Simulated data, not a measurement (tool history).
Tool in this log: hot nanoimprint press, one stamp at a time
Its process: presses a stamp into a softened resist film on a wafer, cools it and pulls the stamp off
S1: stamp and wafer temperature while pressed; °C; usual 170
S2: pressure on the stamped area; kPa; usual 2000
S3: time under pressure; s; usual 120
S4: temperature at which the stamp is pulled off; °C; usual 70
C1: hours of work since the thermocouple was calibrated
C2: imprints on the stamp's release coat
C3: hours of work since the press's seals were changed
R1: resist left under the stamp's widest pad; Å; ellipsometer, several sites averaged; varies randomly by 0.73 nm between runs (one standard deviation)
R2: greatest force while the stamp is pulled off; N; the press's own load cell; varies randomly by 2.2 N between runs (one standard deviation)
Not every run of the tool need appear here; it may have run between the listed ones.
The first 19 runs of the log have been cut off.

-- hour=907.2 press's hydraulic seals changed and the load cell set to zero
run 20 hour=911.5 | S1=158 S2=1670 S3=120 S4=70 | C1=263 C2=300 C3=3 | R1=3765 R2=113
run 21 hour=960.2 | S1=173 S2=3040 S3=218 S4=62 | C1=296 C2=532 C3=36 | R1=1081 R2=137
-- hour=966.5 plate thermocouple calibrated
run 22 hour=1006.7 | S1=182 S2=3040 S3=146 S4=62 | C1=27 C2=740 C3=66 | R1=764 R2=152
run 23 hour=1049.9 | S1=182 S2=3040 S3=146 S4=62 | C1=57 C2=945 C3=95 | R1=764 R2=159
run 24 hour=1088.4 | S1=182 S2=3040 S3=146 S4=62 | C1=83 C2=1129 C3=121 | R1=767 R2=165
run 25 hour=1129.8 | S1=161 S2=2030 S3=144 S4=70 | C1=111 C2=1326 C3=149 | R1=2898 R2=145
run 26 hour=1173.4 | S1=170 S2=2000 S3=79 S4=66 | C1=141 C2=1534 C3=179 | R1=2295 R2=168
-- hour=1194.5 stamp cleaned and given a new release coat
run 27 hour=1212 | S1=166 S2=2000 S3=120 S4=70 | C1=163 C2=83 C3=201 | R1=2439 R2=101
run 28 hour=1251.6 | S1=181 S2=2370 S3=228 S4=73 | C1=190 C2=272 C3=228 | R1=776 R2=100
run 29 hour=1291.3 | S1=181 S2=2370 S3=228 S4=73 | C1=217 C2=461 C3=255 | R1=781 R2=102
run 30 hour=1317.9 | S1=181 S2=2370 S3=164 S4=65 | C1=235 C2=588 C3=273 | R1=907 R2=133

4 ways to go on from here, each from the tool as it stands after run 30. What would each give?
run A hour=1373.4 | S1=181 S2=2370 S3=164 S4=74 | C1=272 C2=853 C3=311 | R1=? R2=?
run B hour=1373.4 | S1=180 S2=1650 S3=71 S4=70 | C1=272 C2=853 C3=311 | R1=? R2=?
run C hour=1373.4 | S1=165 S2=2130 S3=120 S4=68 | C1=272 C2=853 C3=311 | R1=? R2=?
run D hour=1373.4 | S1=170 S2=2000 S3=136 S4=70 | C1=272 C2=853 C3=311 | R1=? R2=?

run=A R1=908 R2=113
run=B R1=1672 R2=129
run=C R1=2576 R2=139
run=D R1=1936 R2=129
With the hidden condition removed and each run's random variation left untouched, the same runs would have given:
run=A R1=863 R2=85
run=B R1=1595 R2=98
run=C R1=2449 R2=105
run=D R1=1837 R2=97

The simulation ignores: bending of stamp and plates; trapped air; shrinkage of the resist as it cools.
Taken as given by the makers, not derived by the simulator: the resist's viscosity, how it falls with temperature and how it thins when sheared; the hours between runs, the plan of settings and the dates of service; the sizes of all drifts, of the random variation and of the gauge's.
